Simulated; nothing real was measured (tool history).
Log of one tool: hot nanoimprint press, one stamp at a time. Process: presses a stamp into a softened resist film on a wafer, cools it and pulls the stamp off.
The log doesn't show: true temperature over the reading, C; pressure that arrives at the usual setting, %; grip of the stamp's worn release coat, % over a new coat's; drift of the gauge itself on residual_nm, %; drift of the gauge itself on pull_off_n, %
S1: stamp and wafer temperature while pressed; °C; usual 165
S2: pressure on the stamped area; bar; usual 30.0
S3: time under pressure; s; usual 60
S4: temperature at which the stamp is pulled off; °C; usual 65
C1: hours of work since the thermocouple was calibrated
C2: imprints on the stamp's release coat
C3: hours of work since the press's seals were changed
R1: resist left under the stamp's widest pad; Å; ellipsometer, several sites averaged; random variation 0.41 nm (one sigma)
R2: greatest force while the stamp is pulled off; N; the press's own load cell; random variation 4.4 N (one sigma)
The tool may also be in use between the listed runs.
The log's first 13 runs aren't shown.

{"run": 14, "hour": 198.3, "S1": 165, "S2": 30.0, "S3": 60, "S4": 64, "C1": 521, "C2": 1022, "C3": 406, "R1": 1722, "R2": 337}
{"hour": 215.7, "done": "plate thermocouple calibrated"}
{"run": 15, "hour": 218.3, "S1": 165, "S2": 30.0, "S3": 60, "S4": 65, "C1": 2, "C2": 1058, "C3": 417, "R1": 1671, "R2": 335}
{"run": 16, "hour": 235.7, "S1": 165, "S2": 30.0, "S3": 60, "S4": 65, "C1": 14, "C2": 1096, "C3": 429, "R1": 1669, "R2": 330}
{"run": 17, "hour": 247.4, "S1": 161, "S2": 30.0, "S3": 35, "S4": 65, "C1": 22, "C2": 1121, "C3": 437, "R1": 2468, "R2": 334}
{"run": 18, "hour": 262.9, "S1": 174, "S2": 30.0, "S3": 60, "S4": 68, "C1": 33, "C2": 1154, "C3": 448, "R1": 1012, "R2": 320}
{"run": 19, "hour": 271.4, "S1": 165, "S2": 30.0, "S3": 78, "S4": 51, "C1": 39, "C2": 1173, "C3": 454, "R1": 1510, "R2": 406}
{"run": 20, "hour": 283.6, "S1": 155, "S2": 35.1, "S3": 49, "S4": 65, "C1": 47, "C2": 1199, "C3": 463, "R1": 2769, "R2": 341}
{"run": 21, "hour": 303.2, "S1": 172, "S2": 30.0, "S3": 48, "S4": 65, "C1": 61, "C2": 1241, "C3": 476, "R1": 1240, "R2": 340}
{"hour": 313.2, "done": "plate thermocouple calibrated, once more"}
{"run": 22, "hour": 323.1, "S1": 172, "S2": 19.5, "S3": 59, "S4": 63, "C1": 7, "C2": 1278, "C3": 488, "R1": 1520, "R2": 356}
{"run": 23, "hour": 338.8, "S1": 158, "S2": 19.5, "S3": 59, "S4": 63, "C1": 18, "C2": 1311, "C3": 499, "R1": 2931, "R2": 371}
{"run": 24, "hour": 348.8, "S1": 164, "S2": 30.0, "S3": 60, "S4": 65, "C1": 25, "C2": 1333, "C3": 506, "R1": 1913, "R2": 364}
{"run": 25, "hour": 365.1, "S1": 164, "S2": 30.0, "S3": 60, "S4": 65, "C1": 36, "C2": 1368, "C3": 517, "R1": 1915, "R2": 378}
{"run": 26, "hour": 385.6, "S1": 172, "S2": 28.2, "S3": 39, "S4": 70, "C1": 50, "C2": 1412, "C3": 531, "R1": 1516, "R2": 354}
{"run": 27, "hour": 394.4, "S1": 167, "S2": 45.7, "S3": 79, "S4": 66, "C1": 56, "C2": 1431, "C3": 537, "R1": 1196, "R2": 375}
{"run": 28, "hour": 404.3, "S1": 163, "S2": 45.7, "S3": 79, "S4": 53, "C1": 63, "C2": 1453, "C3": 544, "R1": 1519, "R2": 436}
{"run": 29, "hour": 416.8, "S1": 163, "S2": 45.7, "S3": 79, "S4": 53, "C1": 72, "C2": 1479, "C3": 553, "R1": 1514, "R2": 447}
{"run": 30, "hour": 428.8, "S1": 177, "S2": 45.7, "S3": 79, "S4": 55, "C1": 80, "C2": 1505, "C3": 561, "R1": 669, "R2": 442}
{"run": 31, "hour": 448.9, "S1": 177, "S2": 45.7, "S3": 79, "S4": 55, "C1": 94, "C2": 1549, "C3": 575, "R1": 671, "R2": 446}

3 ways to go on from here, each from the tool as it stands after run 31. What would each give?
{"run": "A", "hour": 460.7, "S1": 164, "S2": 42.9, "S3": 60, "S4": 65, "C1": 102, "C2": 1574, "C3": 583, "R1": "?", "R2": "?"}
{"run": "B", "hour": 460.7, "S1": 165, "S2": 24.3, "S3": 60, "S4": 65, "C1": 102, "C2": 1574, "C3": 583, "R1": "?", "R2": "?"}
{"run": "C", "hour": 460.7, "S1": 165, "S2": 30.0, "S3": 65, "S4": 65, "C1": 102, "C2": 1574, "C3": 583, "R1": "?", "R2": "?"}

run=A R1=1637 R2=391
run=B R1=1972 R2=399
run=C R1=1755 R2=408
Without the tool's hidden state the same runs would have given:
run=A R1=1602 R2=210
run=B R1=1955 R2=215
run=C R1=1733 R2=220
